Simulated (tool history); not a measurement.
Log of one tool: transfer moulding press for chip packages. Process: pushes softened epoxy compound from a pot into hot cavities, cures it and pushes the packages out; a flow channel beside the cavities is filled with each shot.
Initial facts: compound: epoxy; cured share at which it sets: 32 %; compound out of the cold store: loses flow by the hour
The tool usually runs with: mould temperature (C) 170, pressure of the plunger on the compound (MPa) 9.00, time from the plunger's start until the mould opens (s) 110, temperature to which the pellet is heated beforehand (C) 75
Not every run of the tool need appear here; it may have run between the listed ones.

run    day  mould temperature (C)  pressure of the plunger on the compound (MPa)  time from the plunger's start until the mould opens (s)  temperature to which the pellet is heated beforehand (C)  incoming compound's hours out of the cold store  length that the compound runs in the flow channel (mm)  greatest force on the pins that push the packages out (N)
  1  0.000                    170                                           9.00                                                      110                                                        75                                             11.7                                                     805                                                        713
  2  0.192                    170                                           9.00                                                      110                                                        75                                             11.4                                                     810                                                        707
  3  0.567                    170                                           9.00                                                      110                                                        75                                             28.7                                                     764                                                        720
  4  0.750                    170                                           9.00                                                      110                                                        75                                             14.3                                                     798                                                        737
  5  1.183                    170                                           9.00                                                      110                                                        75                                             31.0                                                     756                                                        741
     1.579  -- cavities cleaned with cleaning compound and waxed
  6  1.579                    170                                           7.45                                                      110                                                        75                                             39.6                                                     669                                                        485
  7  1.833                    170                                           7.45                                                      110                                                        75                                             17.7                                                     716                                                        509
  8  2.271                    170                                           7.45                                                      110                                                        75                                             42.7                                                     670                                                        578
  9  2.588                    170                                           7.45                                                      110                                                        66                                             27.8                                                     695                                                        633
 10  3.008                    170                                           7.45                                                      110                                                        66                                             44.5                                                     661                                                        653
 11  3.292                    170                                           7.45                                                      110                                                        66                                             44.5                                                     661                                                        687
 12  3.608                    170                                           9.00                                                      110                                                        75                                             15.0                                                     789                                                        708
 13  4.008                    170                                           9.00                                                      110                                                        75                                             16.9                                                     785                                                        746
 14  4.392                    170                                           9.00                                                      110                                                        75                                             26.2                                                     764                                                        749
 15  4.638                    170                                           9.00                                                      110                                                        75                                             23.2                                                     772                                                        755
     4.942  -- cavities cleaned with cleaning compound and waxed
 16  5.058                    166                                           9.00                                                      123                                                        72                                             36.4                                                     750                                                        511
 17  5.325                    170                                           9.00                                                      149                                                        70                                             35.8                                                     741                                                        480
     5.771  -- plunger's sealing rings changed
 18  5.812                    170                                           9.00                                                      149                                                        70                                             43.5                                                     748                                                        543
 19  6.046                    170                                           9.00                                                      149                                                        70                                             14.5                                                     801                                                        566
 20  6.408                    170                                           7.17                                                      117                                                        70                                             19.3                                                     708                                                        638
 21  6.621                    170                                           9.80                                                      110                                                        73                                             26.6                                                     813                                                        685

Run 22, settings as shown, results not yet in. Your forecast:
 22  7.042                    165                                          10.75                                                      110                                                        73                                             12.6                                                       ?                                                          ?

{"run 22": {"length that the compound runs in the flow channel (mm)": 899, "greatest force on the pins that push the packages out (N)": 942}}
Had the tool carried no hidden state, the very same run would have given length that the compound runs in the flow channel (mm) 903, greatest force on the pins that push the packages out (N) 621.

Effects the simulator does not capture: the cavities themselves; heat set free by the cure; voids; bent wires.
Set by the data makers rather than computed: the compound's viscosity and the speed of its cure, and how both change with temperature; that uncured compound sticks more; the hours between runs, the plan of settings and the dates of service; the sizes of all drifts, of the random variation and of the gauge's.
